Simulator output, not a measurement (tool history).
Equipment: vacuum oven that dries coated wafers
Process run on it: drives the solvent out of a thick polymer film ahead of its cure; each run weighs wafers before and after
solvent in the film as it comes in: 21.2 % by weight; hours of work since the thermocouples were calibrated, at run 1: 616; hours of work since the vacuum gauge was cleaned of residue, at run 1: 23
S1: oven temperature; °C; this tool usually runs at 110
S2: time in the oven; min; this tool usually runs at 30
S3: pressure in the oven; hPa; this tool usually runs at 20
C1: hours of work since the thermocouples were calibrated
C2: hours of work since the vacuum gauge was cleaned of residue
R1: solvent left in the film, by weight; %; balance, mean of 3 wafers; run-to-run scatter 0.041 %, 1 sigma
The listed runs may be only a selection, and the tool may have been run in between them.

run	hour	S1	S2	S3	C1	C2	R1
1	0	110	30	20	616	23	2.86
2	9	110	17	20	622	29	5.05
3	15.3	120	30	20	626	33	1.66
4	22	120	30	20	630	37	1.64
5	33.2	110	39	20	637	44	2.42
6	45.1	110	19	20	645	52	4.58
7	55.5	110	19	20	651	59	4.6
8	63.8	110	19	20	657	64	4.56
9	73	110	19	20	662	70	4.56
10	82.3	110	28	20	668	76	3.09
11	93.6	110	28	20	676	83	3.1
12	100.1	110	28	20	680	87	3.05
13	107.4	110	30	20	684	92	2.87
14	114.4	110	17	20	689	96	4.93
15	124.8	110	34	20	695	103	2.59
16	132.8	108	53	46.8	700	108	5.06
17	145.7	119	19	15.8	709	116	2.19
18	154.2	119	19	15.8	714	121	2.25
19	162.7	119	19	15.8	720	127	2.21
20	171.6	110	20	49.2	725	132	6.88
21	180.1	110	20	49.2	731	138	6.78
22	186.1	110	30	16	734	142	2.52
23	191.7	110	30	16	738	145	2.49
24	198.5	109	18	11.1	742	150	4.23
25	210.7	109	18	11.1	750	157	4.29
26	216.5	109	15	29.9	754	161	6.93
27	225	107	32	24.8	759	166	3.89
28	230.7	102	32	24.8	763	170	5.11
29	242.5	102	22	24.8	770	178	6.75

What if the next run were any one of these 4? Each begins from the tool's condition after run 29:
A	253.4	110	28	20	777	184	?
B	253.4	117	20	20	777	184	?
C	253.4	118	25	31	777	184	?
D	253.4	101	44	51.4	777	184	?

run	R1
A	3.12
B	2.68
C	2.86
D	7.82
Stripped of hidden state, with their random variation kept, the same runs would have yielded:
run	R1
A	3.26
B	2.82
C	2.97
D	8.07
